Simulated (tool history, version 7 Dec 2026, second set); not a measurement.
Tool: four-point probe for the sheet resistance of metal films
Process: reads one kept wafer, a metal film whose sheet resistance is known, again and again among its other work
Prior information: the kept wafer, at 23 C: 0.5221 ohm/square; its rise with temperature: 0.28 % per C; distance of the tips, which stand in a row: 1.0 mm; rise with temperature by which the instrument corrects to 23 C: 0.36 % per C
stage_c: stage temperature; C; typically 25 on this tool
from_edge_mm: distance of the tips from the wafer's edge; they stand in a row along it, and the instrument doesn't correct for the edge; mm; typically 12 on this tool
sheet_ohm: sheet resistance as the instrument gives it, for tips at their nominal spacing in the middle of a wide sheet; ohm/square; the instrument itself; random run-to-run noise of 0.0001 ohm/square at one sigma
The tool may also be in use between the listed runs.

Run 1, hour 0: usual settings. Result: sheet_ohm 0.523122 ohm/square.
Run 2, hour 46.6: usual settings. Result: sheet_ohm 0.523323 ohm/square.
Run 3, hour 94.3: usual settings but stage_c 22 C. Result: sheet_ohm 0.524412 ohm/square.
Run 4, hour 145.7: usual settings but stage_c 22 C. Result: sheet_ohm 0.52455 ohm/square.
Run 5, hour 203.3: usual settings but stage_c 21 C. Result: sheet_ohm 0.524904 ohm/square.
Run 6, hour 261.2: usual settings but from_edge_mm 56 mm. Result: sheet_ohm 0.521266 ohm/square.
Run 7, hour 317.7: usual settings but from_edge_mm 56 mm. Result: sheet_ohm 0.521201 ohm/square.
Run 8, hour 344: usual settings but from_edge_mm 56 mm. Result: sheet_ohm 0.52137 ohm/square.
Run 9, hour 394.2: usual settings but from_edge_mm 56 mm. Result: sheet_ohm 0.521286 ohm/square.
Run 10, hour 430.1: usual settings but from_edge_mm 56 mm. Result: sheet_ohm 0.521113 ohm/square.
Run 11, hour 471.5: usual settings but from_edge_mm 56 mm. Result: sheet_ohm 0.521279 ohm/square.
Run 12, hour 513.3: usual settings but from_edge_mm 56 mm. Result: sheet_ohm 0.521194 ohm/square.
Run 13, hour 540.9: usual settings but from_edge_mm 56 mm. Result: sheet_ohm 0.521329 ohm/square.
Run 14, hour 567.5: usual settings but from_edge_mm 18 mm. Result: sheet_ohm 0.522159 ohm/square.
Run 15, hour 597.2: usual settings but from_edge_mm 18 mm. Result: sheet_ohm 0.522144 ohm/square.
Run 16, hour 647.6: usual settings. Result: sheet_ohm 0.523276 ohm/square.
Run 17, hour 686.3: usual settings. Result: sheet_ohm 0.522941 ohm/square.
Run 18, hour 716.4: usual settings. Result: sheet_ohm 0.523179 ohm/square.
Run 19, hour 764.5: usual settings but from_edge_mm 30 mm. Result: sheet_ohm 0.521646 ohm/square.
Run 20, hour 806.1: usual settings. Result: sheet_ohm 0.523254 ohm/square.
Run 21, hour 859.9: usual settings. Result: sheet_ohm 0.523204 ohm/square.
Run 22, hour 909.8: usual settings. Result: sheet_ohm 0.523221 ohm/square.
Run 23, hour 953.6: usual settings. Result: sheet_ohm 0.523311 ohm/square.
Run 24, hour 999.4: usual settings but from_edge_mm 4 mm. Result: sheet_ohm 0.538215 ohm/square.
Run 25, hour 1041.7: usual settings but stage_c 19 C. Result: sheet_ohm 0.525796 ohm/square.
Run 26, hour 1079.3: usual settings but stage_c 21 C. Result: sheet_ohm 0.524827 ohm/square.
Run 27, hour 1129.6: usual settings but stage_c 21 C. Result: sheet_ohm 0.524896 ohm/square.
Run 28, hour 1171.4: usual settings but stage_c 29 C, from_edge_mm 5 mm. Result: sheet_ohm 0.53057 ohm/square.
Run 29, hour 1201.3: usual settings but stage_c 24 C, from_edge_mm 30 mm. Result: sheet_ohm 0.522097 ohm/square.
Run 30, hour 1251.9: usual settings but stage_c 19 C, from_edge_mm 24 mm. Result: sheet_ohm 0.524187 ohm/square.
Run 31, hour 1290.3: usual settings but stage_c 19 C, from_edge_mm 24 mm. Result: sheet_ohm 0.52422 ohm/square.
Run 32, hour 1346.4: usual settings but stage_c 19 C, from_edge_mm 24 mm. Result: sheet_ohm 0.524209 ohm/square.
Run 33, hour 1371.7: usual settings but stage_c 28 C, from_edge_mm 19 mm. Result: sheet_ohm 0.520792 ohm/square.
Run 34, hour 1421.3: usual settings but stage_c 32 C, from_edge_mm 68 mm. Result: sheet_ohm 0.518415 ohm/square.
Run 35, hour 1473.7: usual settings but stage_c 32 C, from_edge_mm 26 mm. Result: sheet_ohm 0.518873 ohm/square.
Run 36, hour 1525.5: usual settings but stage_c 24 C, from_edge_mm 18 mm. Result: sheet_ohm 0.522592 ohm/square.
Run 37, hour 1573.5: usual settings but from_edge_mm 20 mm. Result: sheet_ohm 0.52209 ohm/square.
Run 38, hour 1626.2: usual settings but stage_c 27 C, from_edge_mm 44 mm. Result: sheet_ohm 0.520729 ohm/square.
Run 39, hour 1669.9: usual settings but stage_c 35 C, from_edge_mm 7 mm. Result: sheet_ohm 0.52291 ohm/square.
Run 40, hour 1708.1: usual settings but stage_c 20 C, from_edge_mm 26 mm. Result: sheet_ohm 0.523778 ohm/square.
Run 41, hour 1758.5: usual settings but stage_c 20 C, from_edge_mm 26 mm. Result: sheet_ohm 0.52375 ohm/square.
Run 42, hour 1784: usual settings but stage_c 29 C, from_edge_mm 17 mm. Result: sheet_ohm 0.520751 ohm/square.
Run 43, hour 1830.7: usual settings but stage_c 22 C. Result: sheet_ohm 0.524659 ohm/square.
Run 44, hour 1864.3: usual settings but stage_c 32 C, from_edge_mm 5 mm. Result: sheet_ohm 0.529466 ohm/square.
Run 45, hour 1918.5: usual settings but stage_c 31 C, from_edge_mm 47 mm. Result: sheet_ohm 0.518758 ohm/square.

Put back what was entered between runs (1 entry, withheld): which listed runs does each sit between, and how does the hidden state differ from the listed run before to the listed run after?
After run 25, before run 26: stage's thermometer calibrated (hour 1051.2)
  both runs share identical hidden conditions
